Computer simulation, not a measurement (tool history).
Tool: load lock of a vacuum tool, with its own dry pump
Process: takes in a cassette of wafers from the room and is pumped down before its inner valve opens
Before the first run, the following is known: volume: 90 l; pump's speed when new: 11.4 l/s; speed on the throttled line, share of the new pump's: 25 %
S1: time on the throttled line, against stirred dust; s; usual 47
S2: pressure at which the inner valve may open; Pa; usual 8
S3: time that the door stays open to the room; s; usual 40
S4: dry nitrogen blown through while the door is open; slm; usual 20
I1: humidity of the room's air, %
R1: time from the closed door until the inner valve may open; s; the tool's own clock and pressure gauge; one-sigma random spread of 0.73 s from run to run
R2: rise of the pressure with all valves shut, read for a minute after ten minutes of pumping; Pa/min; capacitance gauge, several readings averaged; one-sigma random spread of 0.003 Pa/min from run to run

run,hour,S1,S2,S3,S4,I1,R1,R2
1,0.0,47,8,40,20,48.1,106.9,0.369
2,672.5,47,8,40,41,45.5,111.0,0.421
3,1267.7,47,8,40,41,43.3,109.2,0.464
4,1706.1,47,8,39,20,48.3,110.0,0.510
5,2148.1,47,8,39,20,43.3,111.1,0.549
6,2555.6,65,8,40,20,43.7,125.2,0.576
7,3093.2,50,8,40,20,44.4,114.5,0.602
8,3615.0,51,8,40,20,47.1,116.1,0.670
9,4004.0,51,8,40,20,39.8,114.9,0.701
10,4283.5,47,8,40,35,40.8,113.7,0.717
# hour 4393.0: door's seal changed, seat wiped
11,4890.9,47,8,40,35,42.1,112.3,0.014
12,5585.2,68,8,40,20,44.1,128.0,0.037
13,6262.9,68,9,40,20,46.4,127.7,0.059
14,6600.3,47,8,73,20,45.3,114.3,0.078
15,7107.8,47,8,73,20,44.5,114.6,0.093
16,7696.4,47,8,73,20,42.9,115.7,0.116
17,8143.6,47,8,73,20,45.0,117.3,0.141
18,8748.6,47,8,73,20,47.5,116.5,0.176
19,9196.0,47,8,40,20,47.6,116.9,0.186

Run 20 comes next. What will it give?
20,9751.6,47,8,40,20,45.0,?,?

R1: 118.6 s
R2: 0.216 Pa/min
Take away the tool's hidden state, keep the run-to-run variation as it was, and the same run would have given R1 111.2 s, R2 0.013 Pa/min.

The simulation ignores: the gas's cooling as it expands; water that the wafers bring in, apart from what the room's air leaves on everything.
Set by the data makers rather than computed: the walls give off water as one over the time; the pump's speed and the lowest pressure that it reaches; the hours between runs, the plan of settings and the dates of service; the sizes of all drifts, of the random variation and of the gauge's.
